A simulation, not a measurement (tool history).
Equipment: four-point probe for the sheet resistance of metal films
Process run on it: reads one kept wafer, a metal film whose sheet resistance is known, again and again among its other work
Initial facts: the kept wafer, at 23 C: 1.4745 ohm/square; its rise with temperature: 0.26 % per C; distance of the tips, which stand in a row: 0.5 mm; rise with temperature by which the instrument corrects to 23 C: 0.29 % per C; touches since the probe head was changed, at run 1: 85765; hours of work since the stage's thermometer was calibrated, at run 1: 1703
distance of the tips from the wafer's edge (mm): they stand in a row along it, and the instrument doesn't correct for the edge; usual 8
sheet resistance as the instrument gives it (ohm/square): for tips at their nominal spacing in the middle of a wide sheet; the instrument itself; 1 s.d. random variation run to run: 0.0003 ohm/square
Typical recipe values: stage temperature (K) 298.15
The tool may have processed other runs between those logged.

| run | day | stage temperature (K) | distance of the tips from the wafer's edge (mm) | touches since the probe head was changed | hours of work since the stage's thermometer was calibrated | sheet resistance as the instrument gives it (ohm/square) |
|---|---|---|---|---|---|---|
| 1 | 0.000 | 298.15 | 8 | 85765 | 1703 | 1.472995 |
| 2 | 1.883 | 298.15 | 8 | 87893 | 1737 | 1.472943 |
| 3 | 3.221 | 298.15 | 8 | 89404 | 1761 | 1.472507 |
| 4 | 4.688 | 298.15 | 29 | 91060 | 1788 | 1.469656 |
| 5 | 5.838 | 298.15 | 3 | 92358 | 1809 | 1.491303 |
| 6 | 8.100 | 298.15 | 3 | 94912 | 1850 | 1.491305 |
| 7 | 10.025 | 298.15 | 3 | 97087 | 1886 | 1.490714 |
| 8 | 11.992 | 298.15 | 3 | 99308 | 1922 | 1.491185 |
| 9 | 13.992 | 293.15 | 8 | 101567 | 1958 | 1.474307 |
| 10 | 15.904 | 293.15 | 8 | 103724 | 1993 | 1.474745 |
| 11 | 18.321 | 298.15 | 70 | 106454 | 2037 | 1.468655 |
| 12 | 20.779 | 302.15 | 54 | 109229 | 2082 | 1.467219 |
| 13 | 22.021 | 301.15 | 54 | 110633 | 2105 | 1.467599 |
| 14 | 24.183 | 301.15 | 54 | 113077 | 2144 | 1.467416 |
| 15 | 25.454 | 305.15 | 48 | 114509 | 2167 | 1.465765 |
| 16 | 27.138 | 292.15 | 12 | 116412 | 2198 | 1.472054 |
| 17 | 28.333 | 299.15 | 10 | 117762 | 2220 | 1.469567 |

3 options for the next run, each taken on its own from the tool as it stands now. Forecast them:
| A | 30.788 | 292.15 | 10 | 120534 | 2265 | ? |
| B | 30.788 | 294.15 | 23 | 120534 | 2265 | ? |
| C | 30.788 | 307.15 | 9 | 120534 | 2265 | ? |

| run | sheet resistance as the instrument gives it (ohm/square) |
|---|---|
| A | 1.472572 |
| B | 1.470133 |
| C | 1.466770 |
Without the tool's unlogged condition, the same runs would have read:
| run | sheet resistance as the instrument gives it (ohm/square) |
|---|---|
| A | 1.478241 |
| B | 1.475802 |
| C | 1.472487 |
